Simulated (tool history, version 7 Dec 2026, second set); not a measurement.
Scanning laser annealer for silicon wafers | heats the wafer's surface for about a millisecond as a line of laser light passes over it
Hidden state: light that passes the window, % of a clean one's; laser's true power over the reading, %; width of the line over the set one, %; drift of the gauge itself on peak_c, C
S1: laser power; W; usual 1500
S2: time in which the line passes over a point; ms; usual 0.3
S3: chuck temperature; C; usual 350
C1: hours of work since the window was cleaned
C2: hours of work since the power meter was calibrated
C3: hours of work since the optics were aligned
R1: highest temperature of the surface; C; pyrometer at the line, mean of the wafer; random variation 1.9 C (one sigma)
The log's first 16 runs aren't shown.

run	hour	S1	S2	S3	C1	C2	C3	R1
17	736.4	1500	0.3	350	349	2221	518	1140
18	764.8	1500	0.3	350	371	2242	539	1139
19	792.8	1500	0.3	350	392	2264	560	1137
20	834.4	1500	0.223	350	424	2295	592	1014
# hour 863: window over the wafer cleaned
21	871.3	1394	0.223	350	6	2322	618	978
22	899.4	1394	0.223	350	28	2343	640	974
23	962.3	1444	0.269	350	75	2391	688	1074
24	999.3	1444	0.21	375	104	2419	716	1002
25	1033.8	1372	0.212	312	130	2445	742	899
26	1076.5	1372	0.212	312	162	2478	774	899
27	1126.7	1372	0.369	332	200	2516	812	1134
28	1185.4	1372	0.369	332	245	2560	857	1134
29	1238.2	1286	0.3	344	285	2600	897	991
30	1291.7	1286	0.3	344	326	2641	938	991
31	1344.3	1301	0.3	350	366	2681	978	1006
32	1397.4	1614	0.342	316	406	2721	1018	1241
# hour 1451.4: window over the wafer cleaned
33	1451.4	1509	0.3	336	0	2761	1057	1150
34	1514	1509	0.3	336	48	2808	1105	1146
35	1546.5	1505	0.239	355	72	2833	1130	1057

Run 36 comes next. What will it give?
36	1576.3	1505	0.219	383	95	2856	1152	?

R1: 1054 C
Without the tool's hidden state the same run would have given R1 1080 C.

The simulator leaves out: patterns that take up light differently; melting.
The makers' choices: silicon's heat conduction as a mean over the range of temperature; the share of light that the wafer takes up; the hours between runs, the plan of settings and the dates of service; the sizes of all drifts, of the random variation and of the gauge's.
